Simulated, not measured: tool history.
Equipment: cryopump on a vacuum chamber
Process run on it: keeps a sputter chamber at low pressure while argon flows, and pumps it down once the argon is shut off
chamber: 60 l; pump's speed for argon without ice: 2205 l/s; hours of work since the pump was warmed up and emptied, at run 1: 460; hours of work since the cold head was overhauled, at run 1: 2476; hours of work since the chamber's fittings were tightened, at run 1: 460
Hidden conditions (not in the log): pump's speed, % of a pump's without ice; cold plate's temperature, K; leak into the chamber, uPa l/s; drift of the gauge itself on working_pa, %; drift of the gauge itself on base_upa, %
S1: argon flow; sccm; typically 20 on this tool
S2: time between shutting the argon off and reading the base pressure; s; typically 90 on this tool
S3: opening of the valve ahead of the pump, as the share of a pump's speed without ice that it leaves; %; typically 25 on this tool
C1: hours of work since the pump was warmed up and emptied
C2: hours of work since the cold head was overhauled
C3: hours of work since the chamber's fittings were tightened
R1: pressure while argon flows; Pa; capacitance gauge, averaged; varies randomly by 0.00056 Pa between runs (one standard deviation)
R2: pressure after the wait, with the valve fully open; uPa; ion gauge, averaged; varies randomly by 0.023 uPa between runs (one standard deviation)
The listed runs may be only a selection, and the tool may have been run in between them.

| run | hour | S1 | S2 | S3 | C1 | C2 | C3 | R1 | R2 |
|---|---|---|---|---|---|---|---|---|---|
| 1 | 0 | 20 | 90 | 25 | 460 | 2476 | 460 | 0.066 | 0.82 |
| 2 | 74.3 | 20 | 90 | 24 | 518 | 2534 | 518 | 0.0697 | 0.85 |
| 3 | 152.4 | 17 | 90 | 25 | 579 | 2595 | 579 | 0.0579 | 0.92 |
|  | 202 | pump warmed up, emptied and cooled again |
| 4 | 250.8 | 20 | 90 | 33 | 38 | 2668 | 652 | 0.0481 | 0.8 |
| 5 | 344.1 | 20 | 90 | 33 | 111 | 2741 | 725 | 0.0491 | 0.85 |
| 6 | 435.4 | 20 | 90 | 33 | 182 | 2812 | 796 | 0.0486 | 0.84 |
| 7 | 497.9 | 20 | 90 | 25 | 231 | 2861 | 845 | 0.0646 | 0.88 |
| 8 | 564 | 20 | 90 | 25 | 283 | 2913 | 897 | 0.064 | 0.86 |
| 9 | 641.5 | 20 | 90 | 25 | 343 | 2973 | 957 | 0.065 | 0.88 |
| 10 | 683.4 | 20 | 90 | 25 | 376 | 3006 | 990 | 0.0653 | 0.95 |
| 11 | 750.5 | 20 | 90 | 25 | 428 | 3058 | 1043 | 0.0657 | 0.9 |
| 12 | 810.7 | 20 | 90 | 25 | 475 | 3105 | 1090 | 0.066 | 0.94 |
| 13 | 872.6 | 20 | 90 | 25 | 524 | 3154 | 1138 | 0.067 | 0.93 |
| 14 | 934 | 20 | 252 | 25 | 572 | 3202 | 1186 | 0.0679 | 0.59 |
|  | 992 | pump warmed up, emptied and cooled again |
| 15 | 994.7 | 20 | 252 | 25 | 2 | 3245 | 1229 | 0.0624 | 0.49 |
| 16 | 1069.5 | 20 | 252 | 25 | 61 | 3303 | 1288 | 0.063 | 0.54 |
| 17 | 1159.9 | 9 | 101 | 25 | 131 | 3374 | 1358 | 0.0288 | 0.89 |
| 18 | 1206.9 | 14 | 90 | 41 | 168 | 3411 | 1395 | 0.0279 | 0.92 |
| 19 | 1280.5 | 18 | 40 | 20 | 225 | 3468 | 1453 | 0.0713 | 1.68 |
| 20 | 1327.1 | 18 | 135 | 21 | 262 | 3505 | 1489 | 0.0687 | 0.78 |
| 21 | 1408.7 | 18 | 135 | 21 | 325 | 3568 | 1553 | 0.0684 | 0.8 |
| 22 | 1456.6 | 11 | 290 | 20 | 363 | 3606 | 1590 | 0.0446 | 0.62 |
| 23 | 1498.3 | 20 | 90 | 41 | 395 | 3638 | 1623 | 0.0416 | 1.03 |
| 24 | 1587 | 28 | 194 | 22 | 465 | 3708 | 1692 | 0.1061 | 0.77 |
| 25 | 1636.2 | 13 | 26 | 38 | 503 | 3746 | 1730 | 0.0302 | 2.52 |
| 26 | 1724.4 | 20 | 187 | 32 | 572 | 3815 | 1799 | 0.0546 | 0.82 |
| 27 | 1768.3 | 20 | 187 | 32 | 606 | 3849 | 1834 | 0.055 | 0.85 |
|  | 1780.8 | pump warmed up, emptied and cooled again |
| 28 | 1848.6 | 20 | 187 | 32 | 53 | 3908 | 1892 | 0.0498 | 0.7 |
| 29 | 1919.4 | 20 | 91 | 18 | 108 | 3963 | 1948 | 0.0872 | 1.01 |
| 30 | 2006 | 20 | 91 | 18 | 176 | 4031 | 2015 | 0.0871 | 1.01 |
| 31 | 2055.7 | 9 | 90 | 24 | 215 | 4070 | 2054 | 0.0292 | 1.07 |
| 32 | 2145 | 12 | 90 | 25 | 284 | 4139 | 2124 | 0.0383 | 1.09 |

Predict each of these 4 candidate next runs independently; none follows another, all start after run 32:
| A | 2197 | 20 | 90 | 58 | 325 | 4180 | 2164 | ? | ? |
| B | 2197 | 14 | 90 | 25 | 325 | 4180 | 2164 | ? | ? |
| C | 2197 | 10 | 90 | 25 | 325 | 4180 | 2164 | ? | ? |
| D | 2197 | 12 | 90 | 18 | 325 | 4180 | 2164 | ? | ? |

| run | R1 | R2 |
|---|---|---|
| A | 0.0301 | 1.15 |
| B | 0.0453 | 1.13 |
| C | 0.0324 | 1.12 |
| D | 0.0534 | 1.12 |
Without the tool's hidden state the same runs would have given:
| run | R1 | R2 |
|---|---|---|
| A | 0.0266 | 0.75 |
| B | 0.0427 | 0.74 |
| C | 0.0306 | 0.72 |
| D | 0.0512 | 0.72 |

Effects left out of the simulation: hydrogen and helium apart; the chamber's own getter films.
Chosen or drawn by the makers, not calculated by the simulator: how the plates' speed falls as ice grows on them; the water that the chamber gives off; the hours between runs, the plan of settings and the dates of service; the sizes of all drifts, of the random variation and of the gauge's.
